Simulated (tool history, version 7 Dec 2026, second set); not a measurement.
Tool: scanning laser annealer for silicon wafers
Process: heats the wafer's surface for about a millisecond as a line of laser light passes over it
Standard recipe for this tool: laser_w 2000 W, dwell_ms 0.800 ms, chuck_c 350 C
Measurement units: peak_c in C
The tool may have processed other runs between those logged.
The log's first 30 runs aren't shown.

{"run": 31, "day": 71.362, "laser_w": 1891, "dwell_ms": 0.572, "chuck_c": 316, "peak_c": 936}
{"run": 32, "day": 74.75, "laser_w": 2121, "dwell_ms": 0.722, "chuck_c": 343, "peak_c": 1123}
{"run": 33, "day": 77.321, "laser_w": 2121, "dwell_ms": 0.722, "chuck_c": 343, "peak_c": 1120}
{"run": 34, "day": 80.475, "laser_w": 2110, "dwell_ms": 0.675, "chuck_c": 313, "peak_c": 1058}
{"run": 35, "day": 83.783, "laser_w": 2110, "dwell_ms": 0.675, "chuck_c": 313, "peak_c": 1055}
{"day": 84.017, "done": "window over the wafer cleaned"}
{"run": 36, "day": 86.825, "laser_w": 2110, "dwell_ms": 0.675, "chuck_c": 313, "peak_c": 1078}
{"run": 37, "day": 90.075, "laser_w": 1863, "dwell_ms": 0.592, "chuck_c": 325, "peak_c": 952}
{"run": 38, "day": 92.729, "laser_w": 1792, "dwell_ms": 0.8, "chuck_c": 350, "peak_c": 1050}
{"run": 39, "day": 95.479, "laser_w": 1792, "dwell_ms": 0.8, "chuck_c": 350, "peak_c": 1050}
{"run": 40, "day": 97.517, "laser_w": 2006, "dwell_ms": 0.8, "chuck_c": 378, "peak_c": 1159}

Forecast each of these 4 alternatives for the next run:
{"run": "A", "day": 100.521, "laser_w": 1820, "dwell_ms": 0.9, "chuck_c": 354, "peak_c": "?"}
{"run": "B", "day": 100.521, "laser_w": 2183, "dwell_ms": 0.62, "chuck_c": 386, "peak_c": "?"}
{"run": "C", "day": 100.521, "laser_w": 1920, "dwell_ms": 0.761, "chuck_c": 351, "peak_c": "?"}
{"run": "D", "day": 100.521, "laser_w": 2099, "dwell_ms": 0.715, "chuck_c": 352, "peak_c": "?"}

run=A peak_c=1102
run=B peak_c=1130
run=C peak_c=1075
run=D peak_c=1122
Stripped of hidden state, with their random variation kept, the same runs would have yielded:
run=A peak_c=1113
run=B peak_c=1141
run=C peak_c=1085
run=D peak_c=1134

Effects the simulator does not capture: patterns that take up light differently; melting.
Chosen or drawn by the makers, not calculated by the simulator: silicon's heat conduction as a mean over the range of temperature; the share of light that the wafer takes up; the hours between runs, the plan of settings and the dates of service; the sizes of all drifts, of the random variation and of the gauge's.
